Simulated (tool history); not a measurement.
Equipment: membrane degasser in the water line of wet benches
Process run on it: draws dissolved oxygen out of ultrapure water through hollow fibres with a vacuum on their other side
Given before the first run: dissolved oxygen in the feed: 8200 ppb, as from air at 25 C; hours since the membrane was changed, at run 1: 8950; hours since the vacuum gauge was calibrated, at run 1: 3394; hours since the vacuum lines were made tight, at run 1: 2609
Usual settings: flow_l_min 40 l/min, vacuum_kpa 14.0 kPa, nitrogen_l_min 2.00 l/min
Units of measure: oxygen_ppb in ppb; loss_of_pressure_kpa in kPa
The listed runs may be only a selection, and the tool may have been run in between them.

| run | hour | flow_l_min | vacuum_kpa | nitrogen_l_min | hours since the membrane was changed | hours since the vacuum gauge was calibrated | hours since the vacuum lines were made tight | oxygen_ppb | loss_of_pressure_kpa |
|---|---|---|---|---|---|---|---|---|---|
| 1 | 0.0 | 40 | 14.0 | 2.00 | 8950 | 3394 | 2609 | 488.2 | 40.84 |
| 2 | 267.5 | 40 | 14.0 | 2.00 | 9217 | 3661 | 2876 | 488.7 | 40.83 |
| 3 | 512.2 | 40 | 14.0 | 2.00 | 9462 | 3906 | 3121 | 489.7 | 40.83 |
| 4 | 734.6 | 40 | 14.0 | 2.00 | 9685 | 4129 | 3343 | 491.6 | 40.81 |
| 5 | 882.1 | 40 | 14.0 | 2.00 | 9832 | 4276 | 3491 | 489.4 | 40.95 |
| 6 | 1055.6 | 40 | 14.0 | 2.00 | 10006 | 4450 | 3664 | 491.1 | 41.20 |
| 7 | 1228.6 | 40 | 14.0 | 2.00 | 10178 | 4623 | 3837 | 491.9 | 40.97 |
| 8 | 1502.9 | 40 | 14.0 | 2.00 | 10453 | 4897 | 4112 | 492.0 | 41.18 |
| 9 | 1673.3 | 40 | 14.0 | 2.00 | 10623 | 5067 | 4282 | 492.6 | 41.35 |
| 10 | 1925.1 | 40 | 14.0 | 2.00 | 10875 | 5319 | 4534 | 493.8 | 41.43 |
|  | 2047.3 | seals of the vacuum lines changed |
| 11 | 2228.2 | 40 | 14.0 | 2.00 | 11176 | 5620 | 181 | 492.3 | 41.07 |
| 12 | 2431.3 | 30 | 14.0 | 2.00 | 11379 | 5823 | 384 | 370.5 | 30.86 |
|  | 2550.3 | vacuum gauge calibrated |
| 13 | 2580.3 | 30 | 14.0 | 2.00 | 11528 | 30 | 533 | 369.1 | 31.01 |
| 14 | 2803.9 | 34 | 14.0 | 2.00 | 11751 | 254 | 756 | 415.6 | 35.22 |
| 15 | 2938.1 | 34 | 14.0 | 2.00 | 11886 | 388 | 890 | 416.3 | 35.23 |
| 16 | 3137.6 | 40 | 14.0 | 2.00 | 12085 | 587 | 1090 | 488.7 | 41.64 |
| 17 | 3399.9 | 49 | 24.8 | 1.01 | 12347 | 850 | 1352 | 1724.7 | 51.13 |
| 18 | 3565.4 | 31 | 14.0 | 2.00 | 12513 | 1015 | 1518 | 382.1 | 32.31 |
| 19 | 3864.3 | 40 | 14.0 | 1.29 | 12812 | 1314 | 1816 | 688.7 | 42.04 |
|  | 3890.0 | membrane cartridge changed |
| 20 | 4115.7 | 32 | 26.9 | 0.94 | 226 | 1561 | 2064 | 1428.2 | 30.80 |
| 21 | 4389.5 | 32 | 26.9 | 0.94 | 500 | 1835 | 2338 | 1432.7 | 30.78 |
| 22 | 4644.7 | 43 | 26.9 | 5.53 | 755 | 2090 | 2593 | 448.6 | 41.65 |
| 23 | 4943.0 | 40 | 19.7 | 2.16 | 1053 | 2389 | 2891 | 660.8 | 38.63 |
| 24 | 5186.3 | 49 | 31.1 | 2.00 | 1296 | 2632 | 3135 | 1320.7 | 47.50 |
| 25 | 5320.2 | 53 | 28.8 | 2.27 | 1430 | 2766 | 3268 | 1192.2 | 51.25 |
| 26 | 5587.1 | 53 | 28.8 | 2.27 | 1697 | 3033 | 3535 | 1198.9 | 51.57 |
| 27 | 5723.3 | 29 | 13.6 | 1.00 | 1833 | 3169 | 3671 | 612.1 | 28.20 |
| 28 | 5998.6 | 58 | 21.7 | 5.44 | 2109 | 3444 | 3947 | 513.9 | 56.33 |
| 29 | 6270.5 | 60 | 9.9 | 1.43 | 2380 | 3716 | 4219 | 607.4 | 58.23 |
| 30 | 6555.3 | 60 | 9.9 | 1.43 | 2665 | 4001 | 4504 | 608.8 | 58.70 |
|  | 6707.8 | seals of the vacuum lines changed |
| 31 | 6752.1 | 60 | 9.9 | 3.35 | 2860 | 4196 | 44 | 344.3 | 58.70 |

Some steps in oxygen_ppb between neighbouring runs. How much of each would the tool show without its hidden state too (settings, what came in, random variation), and how much is left for the hidden state, with any gauge scatter that isn't in both results?
What the log doesn't record here: membrane still open, %; true pressure behind the membrane over the reading, kPa; air that leaks in behind the membrane, l/min; drift of the gauge itself on oxygen_ppb, %; drift of the gauge itself on loss_of_pressure_kpa, %.
Run 11 -> 12: flow_l_min 40 -> 30. oxygen_ppb -121.8 ppb: hidden state -6.3, all else -115.5.
Run 16 -> 17: flow_l_min 40 -> 49, vacuum_kpa 14.0 -> 24.8, nitrogen_l_min 2.00 -> 1.01. oxygen_ppb +1236.0 ppb: hidden state +3.2, all else +1232.8.
Run 17 -> 18: flow_l_min 49 -> 31, vacuum_kpa 24.8 -> 14.0, nitrogen_l_min 1.01 -> 2.00. oxygen_ppb -1342.6 ppb: hidden state -8.0, all else -1334.6.
Run 19 -> 20: flow_l_min 40 -> 32, vacuum_kpa 14.0 -> 26.9, nitrogen_l_min 1.29 -> 0.94, membrane cartridge changed. oxygen_ppb +739.5 ppb: hidden state -8.1, all else +747.6.
Run 21 -> 22: flow_l_min 32 -> 43, nitrogen_l_min 0.94 -> 5.53. oxygen_ppb -984.1 ppb: hidden state -1.9, all else -982.2.

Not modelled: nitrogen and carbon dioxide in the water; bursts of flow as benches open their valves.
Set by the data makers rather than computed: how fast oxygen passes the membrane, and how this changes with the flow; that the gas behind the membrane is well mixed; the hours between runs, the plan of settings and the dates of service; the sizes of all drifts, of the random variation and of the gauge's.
